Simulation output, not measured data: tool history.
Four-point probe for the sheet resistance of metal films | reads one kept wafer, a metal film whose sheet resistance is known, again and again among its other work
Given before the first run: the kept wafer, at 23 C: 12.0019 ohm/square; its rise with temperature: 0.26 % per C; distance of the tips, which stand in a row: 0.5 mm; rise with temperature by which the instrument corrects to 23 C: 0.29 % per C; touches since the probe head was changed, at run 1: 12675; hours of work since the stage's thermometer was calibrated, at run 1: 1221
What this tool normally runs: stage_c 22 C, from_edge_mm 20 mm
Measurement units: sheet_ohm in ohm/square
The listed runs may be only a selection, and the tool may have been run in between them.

run    hour  stage_c  from_edge_mm  touches since the probe head was changed  hours of work since the stage's thermometer was calibrated  sheet_ohm
  1     0.0       22            20                                     12675                                                        1221  12.007936
       40.6  -- stage's thermometer calibrated
  2   141.4       22            20                                     15585                                                          72  12.011980
  3   262.2       22            20                                     18080                                                         157  12.011931
  4   404.3       22            20                                     21016                                                         258  12.011454
  5   501.5       22            20                                     23023                                                         327  12.006807
  6   589.5       22            20                                     24841                                                         390  12.007403
  7   691.9       22            20                                     26956                                                         463  12.006427
  8   834.6       22            20                                     29903                                                         564  12.012604
  9   929.5       22             8                                     31864                                                         631  12.031245
 10  1040.9       22             8                                     34163                                                         711  12.030777
 11  1127.1       22            11                                     35944                                                         772  12.015139
 12  1257.9       22            20                                     38646                                                         865  12.010895
 13  1372.8       22            20                                     41020                                                         946  12.009646
 14  1491.0       22            20                                     43460                                                        1030  12.005077
 15  1573.5       22            52                                     45165                                                        1089  12.002907
 16  1652.3       22            52                                     46793                                                        1145  12.010487
 17  1724.1       22            20                                     48276                                                        1196  12.006045
     1796.7  -- stage's thermometer calibrated
 18  1870.5       22            15                                     51290                                                          52  12.011569
 19  1935.7       22             4                                     52635                                                          99  12.108151
 20  2005.3       22             4                                     54074                                                         148  12.108374
 21  2064.2       22             4                                     55290                                                         190  12.106406
 22  2180.8       22            54                                     57699                                                         273  12.004818
 23  2294.5       22            20                                     60046                                                         354  12.006293
 24  2413.9       28            21                                     62514                                                         438  11.986818
 25  2499.1       25            21                                     64273                                                         499  11.996729
     2545.1  -- new probe head fitted
 26  2577.1       25            21                                       660                                                         554  11.996927
 27  2711.6       26             7                                      3438                                                         649  12.024499
 28  2796.4       26             7                                      5189                                                         709  12.021024
 29  2865.1       30            20                                      6609                                                         758  11.975205
 30  2944.2       28             4                                      8242                                                         814  12.085249
 31  3074.4       34            29                                     10931                                                         907  11.959468
 32  3163.3       34            29                                     12768                                                         970  11.961870
 33  3242.5       19            29                                     14402                                                        1026  12.017559
 34  3380.8       19            29                                     17259                                                        1125  12.022069
 35  3456.9       28            23                                     18831                                                        1179  11.982628
 36  3519.3       28            23                                     20120                                                        1223  11.983109
     3555.4  -- stage's thermometer calibrated
 37  3601.5       26             4                                     21808                                                          33  12.091406
 38  3690.3       26             4                                     23643                                                          96  12.085151
 39  3797.1       34             5                                     25848                                                         172  12.024921
 40  3919.5       34             5                                     28376                                                         259  12.020792
 41  4014.1       34             5                                     30330                                                         326  12.025733
 42  4107.9       34             8                                     32267                                                         392  11.986680
 43  4217.8       29            39                                     34539                                                         471  11.978878
 44  4280.5       29            39                                     35833                                                         515  11.977273
 45  4397.2       26            39                                     38243                                                         598  11.987326

How the hidden state differs across the entries between the runs, from the last listed run before each to the first after it:
Runs 1 to 2: stage's thermometer calibrated (hour 40.6)
  inner tips' distance over the nominal, %: 0.001 -> 0; wafer's true temperature over the reading, C: 0.01 -> 0
Runs 17 to 18: stage's thermometer calibrated (hour 1796.7)
  inner tips' distance over the nominal, %: -0.009 -> -0.01
Runs 25 to 26: new probe head fitted (hour 2545.1)
  inner tips' distance over the nominal, %: -0.013 -> 0; tips' flats over new ones', %: 4 -> 0
Runs 36 to 37: stage's thermometer calibrated (hour 3555.4)
  wafer's true temperature over the reading, C: 0.01 -> 0

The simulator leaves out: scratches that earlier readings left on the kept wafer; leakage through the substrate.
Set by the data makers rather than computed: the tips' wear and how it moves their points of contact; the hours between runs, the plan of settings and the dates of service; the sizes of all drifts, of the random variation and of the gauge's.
